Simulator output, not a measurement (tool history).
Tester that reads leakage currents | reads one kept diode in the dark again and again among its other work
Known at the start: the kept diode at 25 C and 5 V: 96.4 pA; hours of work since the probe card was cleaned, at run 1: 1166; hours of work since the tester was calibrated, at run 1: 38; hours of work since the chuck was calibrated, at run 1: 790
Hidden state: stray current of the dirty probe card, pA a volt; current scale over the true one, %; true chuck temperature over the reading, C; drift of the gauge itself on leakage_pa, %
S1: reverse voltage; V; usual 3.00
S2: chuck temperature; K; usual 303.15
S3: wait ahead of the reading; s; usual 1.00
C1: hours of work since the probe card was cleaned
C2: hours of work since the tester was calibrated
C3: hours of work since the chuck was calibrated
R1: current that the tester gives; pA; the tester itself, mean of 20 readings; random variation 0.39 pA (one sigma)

run    hour     S1      S2    S3    C1    C2    C3      R1
  1     0.0   3.00  303.15  1.00  1166    38   790  132.67
  2    88.3   3.00  303.15  1.00  1228   100   852  133.26
  3   212.1   3.00  303.15  1.65  1316   188   940  133.56
  4   344.4   3.00  303.15  1.65  1410   281  1034  133.30
  5   402.0   6.29  303.15  1.00  1450   322  1074  174.61
      491.0  -- probe card cleaned and baked
  6   513.4   6.29  303.15  1.00    16   399  1151  159.29
  7   606.7   6.29  303.15  1.00    82   465  1217  160.02
  8   719.4   3.00  303.15  1.00   162   544  1297  126.83
  9   773.6   3.00  303.15  1.00   200   583  1335  126.78
 10   882.5   6.39  303.15  1.00   277   660  1412  161.99
 11   959.0   6.39  303.15  1.00   331   714  1466  162.76
 12  1042.5   6.39  303.15  1.00   390   773  1525  163.57
 13  1107.7   3.00  303.15  1.00   436   819  1571  127.50
 14  1178.3   3.00  303.15  3.38   486   869  1621  127.54
 15  1279.1   3.00  303.15  3.38   557   940  1693  127.43
 16  1342.4   3.00  303.15  3.38   602   985  1737  127.60
 17  1461.0   3.00  303.15  3.38   686  1069  1821  127.42
 18  1538.3   3.00  303.15  3.38   741  1124  1876  127.46
 19  1669.9   3.00  303.15  3.38   834  1217  1969  128.25
     1713.9  -- chuck's temperature calibrated
 20  1789.8   3.00  303.15  1.00   917  1300    54  134.21
 21  1888.1  15.00  294.15  8.52   987  1370   123  121.75
 22  1988.7   1.42  306.15  8.52  1058  1441   194  133.98
 23  2105.1   4.07  303.15  1.77  1140  1523   277  149.25
 24  2234.3   1.43  327.15  1.00  1232  1615   368  683.22
 25  2353.0   1.43  327.15  1.00  1316  1699   452  680.82
 26  2471.4   3.00  303.15  6.08  1400  1782   536  134.59
 27  2527.6   3.00  303.15  6.08  1439  1822   576  135.04
 28  2621.7   1.60  318.15  1.00  1506  1889   642  360.59
     2633.0  -- probe card cleaned and baked
 29  2739.2   1.56  306.15  1.60    75  1970   723  134.84
 30  2858.5   9.52  303.15  1.77   160  2054   808  184.86
 31  2933.4   9.52  303.15  1.77   213  2107   861  186.29
 32  3048.8   9.52  303.15  1.77   294  2189   942  186.31
 33  3129.0   2.54  324.15  0.47   351  2245   999  646.26
 34  3232.7   3.00  303.15  3.70   424  2319  1072  129.09
 35  3332.3   3.00  303.15  6.77   495  2389  1143  129.12
 36  3435.4   3.00  303.15  6.77   568  2462  1216  128.42
 37  3495.1   3.00  303.15  6.77   610  2504  1258  129.06
 38  3607.1   1.69  315.15  1.54   689  2584  1337  285.39
 39  3666.9   1.24  303.15  2.38   731  2626  1379   98.23

5 ways to go on from here, each from the tool as it stands after run 39. What would each give?
  A  3774.1  2.08  303.15  2.38  807  2702  1455   ?
  B  3774.1  2.16  308.15  2.38  807  2702  1455   ?
  C  3774.1  8.28  308.15  0.93  807  2702  1455   ?
  D  3774.1  1.56  317.15  1.00  807  2702  1455   ?
  E  3774.1  1.24  303.15  9.43  807  2702  1455   ?

run      R1
  A  115.23
  B  175.91
  C  275.38
  D  323.21
  E   97.71
Without the tool's hidden state the same runs would have given:
run      R1
  A  113.95
  B  175.24
  C  267.37
  D  324.91
  E   97.37
